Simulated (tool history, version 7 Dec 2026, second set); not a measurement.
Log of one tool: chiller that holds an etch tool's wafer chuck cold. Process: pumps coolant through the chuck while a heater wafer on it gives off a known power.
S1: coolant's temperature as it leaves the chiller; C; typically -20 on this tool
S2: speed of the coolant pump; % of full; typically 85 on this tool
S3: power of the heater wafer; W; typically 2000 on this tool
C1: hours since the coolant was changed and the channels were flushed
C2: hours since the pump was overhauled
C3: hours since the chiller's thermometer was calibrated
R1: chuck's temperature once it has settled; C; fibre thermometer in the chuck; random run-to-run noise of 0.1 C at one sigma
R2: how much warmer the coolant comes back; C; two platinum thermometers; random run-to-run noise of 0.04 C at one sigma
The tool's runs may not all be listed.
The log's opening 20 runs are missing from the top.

run    hour   S1  S2    S3    C1    C2    C3    R1     R2
 21  2062.5  -23  96  2888  1506  4755  1479  10.9  11.95
 22  2158.6  -23  96  2888  1602  4852  1576  11.1  12.02
 23  2283.3  -22  76  2000  1727  4976  1700   5.2  10.59
 24  2398.6  -16  76  1536  1842  5092  1816   5.1   8.14
 25  2497.5  -28  86  2000  1941  5190  1914  -2.4    9.4
 26  2569.9  -28  86  1629  2013  5263  1987  -7.3   7.61
 27  2683.3  -28  86  1629  2127  5376  2100  -7.1   7.56
 28  2749.3  -25  85  1459  2193  5442  2166  -5.9   6.97
 29    2816  -19  85  2122  2259  5509  2233   8.6  10.01
 30  2948.2  -25  70  2755  2392  5641  2365  15.2  16.02
 31  3016.3  -16  87  2000  2460  5709  2433   9.8   9.33
 32    3086  -29  76  1406  2529  5779  2503  -9.2   7.52

Here are 4 independent what-if runs from the current tool condition. What would each one return?
  A  3140.8  -25  62  1028  2584  5834  2558   ?   ?
  B  3140.8  -10  85  1062  2584  5834  2558   ?   ?
  C  3140.8  -20  85  2155  2584  5834  2558   ?   ?
  D  3140.8  -16  64  2177  2584  5834  2558   ?   ?

run    R1     R2
  A  -8.7   6.83
  B     4   5.08
  C   8.1  10.37
  D  17.9  13.92
Take away the tool's hidden state, keep each run's random variation, and the runs would have read:
run     R1     R2
  A  -10.5   6.17
  B    2.5   4.59
  C    5.1   9.36
  D   14.4  12.57
